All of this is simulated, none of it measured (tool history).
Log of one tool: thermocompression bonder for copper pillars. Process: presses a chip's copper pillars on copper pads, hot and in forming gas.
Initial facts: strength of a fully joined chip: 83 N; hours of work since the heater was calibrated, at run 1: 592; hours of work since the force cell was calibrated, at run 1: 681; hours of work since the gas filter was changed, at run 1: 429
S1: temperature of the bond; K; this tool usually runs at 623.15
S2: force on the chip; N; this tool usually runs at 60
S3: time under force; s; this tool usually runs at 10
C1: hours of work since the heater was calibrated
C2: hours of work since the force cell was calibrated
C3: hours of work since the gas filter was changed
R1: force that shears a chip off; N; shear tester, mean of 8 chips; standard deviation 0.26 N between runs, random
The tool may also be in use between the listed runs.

run 1 hour=0.0 | S1=623.15 S2=60 S3=10 | C1=592 C2=681 C3=429 | R1=34.1
-- hour=44.3 forming gas filter changed
run 2 hour=44.3 | S1=623.15 S2=60 S3=10 | C1=620 C2=709 C3=0 | R1=37.0
-- hour=74.7 force cell calibrated
run 3 hour=84.9 | S1=623.15 S2=60 S3=18 | C1=645 C2=7 C3=25 | R1=44.3
run 4 hour=136.2 | S1=623.15 S2=60 S3=18 | C1=678 C2=40 C3=58 | R1=44.9
run 5 hour=172.2 | S1=623.15 S2=60 S3=18 | C1=702 C2=63 C3=82 | R1=43.8
run 6 hour=233.1 | S1=623.15 S2=60 S3=18 | C1=741 C2=102 C3=121 | R1=43.4
run 7 hour=302.8 | S1=623.15 S2=60 S3=18 | C1=786 C2=147 C3=166 | R1=43.1
run 8 hour=338.1 | S1=623.15 S2=60 S3=18 | C1=809 C2=170 C3=189 | R1=43.5
run 9 hour=408.1 | S1=623.15 S2=60 S3=13 | C1=854 C2=215 C3=234 | R1=38.5
run 10 hour=438.9 | S1=623.15 S2=60 S3=10 | C1=874 C2=235 C3=254 | R1=35.8
run 11 hour=480.4 | S1=623.15 S2=60 S3=10 | C1=901 C2=262 C3=281 | R1=35.5
run 12 hour=526.3 | S1=623.15 S2=60 S3=10 | C1=930 C2=292 C3=310 | R1=34.9
run 13 hour=598.9 | S1=631.15 S2=60 S3=10 | C1=977 C2=338 C3=357 | R1=37.8
run 14 hour=647.4 | S1=631.15 S2=60 S3=10 | C1=1008 C2=370 C3=388 | R1=37.4
run 15 hour=715.5 | S1=623.15 S2=60 S3=10 | C1=1052 C2=414 C3=432 | R1=34.9
-- hour=720.8 heater calibrated with a thermocouple chip
-- hour=756.2 forming gas filter changed
run 16 hour=780.0 | S1=623.15 S2=89 S3=10 | C1=38 C2=454 C3=15 | R1=50.2
run 17 hour=838.7 | S1=623.15 S2=89 S3=10 | C1=76 C2=492 C3=53 | R1=49.6
run 18 hour=912.4 | S1=623.15 S2=89 S3=10 | C1=123 C2=539 C3=101 | R1=49.8
run 19 hour=974.9 | S1=623.15 S2=89 S3=10 | C1=164 C2=580 C3=141 | R1=49.8
run 20 hour=1005.6 | S1=602.15 S2=56 S3=10 | C1=184 C2=600 C3=161 | R1=32.1
run 21 hour=1075.9 | S1=624.15 S2=48 S3=23 | C1=229 C2=645 C3=206 | R1=47.7
-- hour=1087.9 heater calibrated with a thermocouple chip, once more
run 22 hour=1150.9 | S1=624.15 S2=88 S3=9 | C1=41 C2=692 C3=254 | R1=39.4
-- hour=1204.9 force cell calibrated
run 23 hour=1221.2 | S1=624.15 S2=88 S3=9 | C1=85 C2=11 C3=298 | R1=37.5
run 24 hour=1281.4 | S1=623.15 S2=40 S3=5 | C1=124 C2=49 C3=337 | R1=18.4
run 25 hour=1354.3 | S1=623.15 S2=40 S3=5 | C1=171 C2=97 C3=384 | R1=18.1
run 26 hour=1420.7 | S1=623.15 S2=82 S3=20 | C1=214 C2=139 C3=427 | R1=46.7
-- hour=1469.4 forming gas filter changed
run 27 hour=1469.4 | S1=607.15 S2=67 S3=10 | C1=245 C2=170 C3=0 | R1=30.9
run 28 hour=1502.1 | S1=607.15 S2=67 S3=10 | C1=266 C2=192 C3=21 | R1=30.9
run 29 hour=1567.1 | S1=623.15 S2=60 S3=8 | C1=308 C2=234 C3=63 | R1=31.8
run 30 hour=1604.5 | S1=644.15 S2=46 S3=8 | C1=332 C2=258 C3=87 | R1=33.1
run 31 hour=1667.8 | S1=650.15 S2=53 S3=7 | C1=373 C2=299 C3=128 | R1=36.2
run 32 hour=1723.8 | S1=650.15 S2=53 S3=7 | C1=409 C2=335 C3=164 | R1=36.0
run 33 hour=1791.2 | S1=650.15 S2=53 S3=7 | C1=453 C2=378 C3=208 | R1=35.7
run 34 hour=1823.7 | S1=650.15 S2=53 S3=7 | C1=474 C2=399 C3=229 | R1=36.1
run 35 hour=1884.8 | S1=623.15 S2=45 S3=19 | C1=513 C2=439 C3=268 | R1=36.8
run 36 hour=1958.1 | S1=623.15 S2=76 S3=9 | C1=561 C2=486 C3=316 | R1=37.8
run 37 hour=2012.5 | S1=623.15 S2=76 S3=9 | C1=596 C2=521 C3=351 | R1=37.3
run 38 hour=2086.0 | S1=639.15 S2=60 S3=23 | C1=643 C2=569 C3=398 | R1=49.7

Here are 5 independent what-if runs from the current tool condition. What would each one return?
run A hour=2124.8 | S1=632.15 S2=60 S3=23 | C1=668 C2=594 C3=423 | R1=?
run B hour=2124.8 | S1=621.15 S2=40 S3=9 | C1=668 C2=594 C3=423 | R1=?
run C hour=2124.8 | S1=609.15 S2=60 S3=23 | C1=668 C2=594 C3=423 | R1=?
run D hour=2124.8 | S1=612.15 S2=68 S3=19 | C1=668 C2=594 C3=423 | R1=?
run E hour=2124.8 | S1=623.15 S2=60 S3=5 | C1=668 C2=594 C3=423 | R1=?

run=A R1=48.1
run=B R1=25.2
run=C R1=39.7
run=D R1=40.7
run=E R1=26.5
With no hidden state in the tool, these same runs would have given:
run=A R1=48.3
run=B R1=24.4
run=C R1=39.2
run=D R1=40.2
run=E R1=25.7
